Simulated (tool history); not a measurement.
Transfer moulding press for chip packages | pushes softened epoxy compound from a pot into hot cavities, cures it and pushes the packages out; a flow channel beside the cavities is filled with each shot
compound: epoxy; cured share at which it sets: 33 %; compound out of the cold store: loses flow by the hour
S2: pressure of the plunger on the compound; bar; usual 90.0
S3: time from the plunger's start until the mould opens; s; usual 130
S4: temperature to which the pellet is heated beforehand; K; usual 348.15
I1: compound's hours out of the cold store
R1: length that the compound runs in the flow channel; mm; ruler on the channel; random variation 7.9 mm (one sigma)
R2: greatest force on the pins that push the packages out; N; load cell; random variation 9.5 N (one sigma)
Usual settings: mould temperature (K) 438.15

{"run": 1, "hour": 0.0, "mould temperature (K)": 438.15, "S2": 90.0, "S3": 130, "S4": 348.15, "I1": 38.7, "R1": 842, "R2": 540}
{"run": 2, "hour": 10.2, "mould temperature (K)": 438.15, "S2": 105.7, "S3": 130, "S4": 348.15, "I1": 18.4, "R1": 975, "R2": 554}
{"run": 3, "hour": 18.7, "mould temperature (K)": 438.15, "S2": 105.7, "S3": 130, "S4": 348.15, "I1": 8.1, "R1": 1002, "R2": 590}
{"hour": 29.0, "done": "cavities cleaned with cleaning compound and waxed"}
{"run": 4, "hour": 29.0, "mould temperature (K)": 438.15, "S2": 90.0, "S3": 130, "S4": 348.15, "I1": 13.8, "R1": 917, "R2": 429}
{"run": 5, "hour": 41.3, "mould temperature (K)": 438.15, "S2": 90.0, "S3": 130, "S4": 348.15, "I1": 34.8, "R1": 863, "R2": 468}
{"run": 6, "hour": 51.6, "mould temperature (K)": 438.15, "S2": 90.0, "S3": 130, "S4": 348.15, "I1": 46.2, "R1": 833, "R2": 493}
{"run": 7, "hour": 70.6, "mould temperature (K)": 438.15, "S2": 90.0, "S3": 130, "S4": 348.15, "I1": 8.3, "R1": 931, "R2": 542}
{"run": 8, "hour": 84.5, "mould temperature (K)": 438.15, "S2": 90.0, "S3": 130, "S4": 348.15, "I1": 40.0, "R1": 842, "R2": 551}
{"run": 9, "hour": 98.7, "mould temperature (K)": 438.15, "S2": 90.0, "S3": 130, "S4": 338.15, "I1": 32.4, "R1": 868, "R2": 562}
{"hour": 103.7, "done": "cavities cleaned with cleaning compound and waxed"}
{"run": 10, "hour": 118.2, "mould temperature (K)": 444.15, "S2": 90.0, "S3": 130, "S4": 348.15, "I1": 39.2, "R1": 828, "R2": 404}
{"run": 11, "hour": 130.7, "mould temperature (K)": 444.15, "S2": 90.0, "S3": 130, "S4": 348.15, "I1": 24.0, "R1": 846, "R2": 416}
{"run": 12, "hour": 142.1, "mould temperature (K)": 444.15, "S2": 90.0, "S3": 130, "S4": 348.15, "I1": 44.5, "R1": 799, "R2": 438}
{"run": 13, "hour": 160.9, "mould temperature (K)": 444.15, "S2": 86.0, "S3": 151, "S4": 348.15, "I1": 45.0, "R1": 770, "R2": 430}
{"run": 14, "hour": 169.7, "mould temperature (K)": 438.15, "S2": 90.0, "S3": 119, "S4": 348.15, "I1": 33.5, "R1": 840, "R2": 682}
{"hour": 179.1, "done": "cavities cleaned with cleaning compound and waxed"}
{"run": 15, "hour": 190.0, "mould temperature (K)": 438.15, "S2": 95.8, "S3": 130, "S4": 348.15, "I1": 24.2, "R1": 898, "R2": 452}
{"run": 16, "hour": 199.5, "mould temperature (K)": 438.15, "S2": 95.8, "S3": 130, "S4": 348.15, "I1": 11.5, "R1": 933, "R2": 491}
{"run": 17, "hour": 213.2, "mould temperature (K)": 445.15, "S2": 90.0, "S3": 130, "S4": 348.15, "I1": 25.7, "R1": 841, "R2": 426}
{"run": 18, "hour": 229.7, "mould temperature (K)": 445.15, "S2": 90.0, "S3": 130, "S4": 348.15, "I1": 26.8, "R1": 815, "R2": 446}
{"run": 19, "hour": 238.2, "mould temperature (K)": 434.15, "S2": 99.8, "S3": 121, "S4": 342.15, "I1": 34.9, "R1": 894, "R2": 810}
{"hour": 253.6, "done": "cavities cleaned with cleaning compound and waxed"}
{"run": 20, "hour": 256.3, "mould temperature (K)": 434.15, "S2": 99.8, "S3": 121, "S4": 342.15, "I1": 41.2, "R1": 861, "R2": 605}
{"run": 21, "hour": 268.6, "mould temperature (K)": 440.15, "S2": 106.2, "S3": 130, "S4": 347.15, "I1": 19.5, "R1": 928, "R2": 432}
{"run": 22, "hour": 287.6, "mould temperature (K)": 440.15, "S2": 106.2, "S3": 139, "S4": 347.15, "I1": 40.5, "R1": 877, "R2": 435}
{"run": 23, "hour": 296.6, "mould temperature (K)": 440.15, "S2": 82.4, "S3": 168, "S4": 356.15, "I1": 45.9, "R1": 746, "R2": 415}

3 ways to go on from here, each from the tool as it stands after run 23. What would each give?
{"run": "A", "hour": 307.1, "mould temperature (K)": 440.15, "S2": 82.4, "S3": 148, "S4": 356.15, "I1": 23.4, "R1": "?", "R2": "?"}
{"run": "B", "hour": 307.1, "mould temperature (K)": 439.15, "S2": 90.0, "S3": 130, "S4": 348.15, "I1": 45.2, "R1": "?", "R2": "?"}
{"run": "C", "hour": 307.1, "mould temperature (K)": 438.15, "S2": 90.0, "S3": 140, "S4": 348.15, "I1": 18.9, "R1": "?", "R2": "?"}

run=A R1=803 R2=473
run=B R1=790 R2=510
run=C R1=847 R2=503
Without the tool's hidden state the same runs would have given:
run=A R1=873 R2=368
run=B R1=858 R2=403
run=C R1=922 R2=398
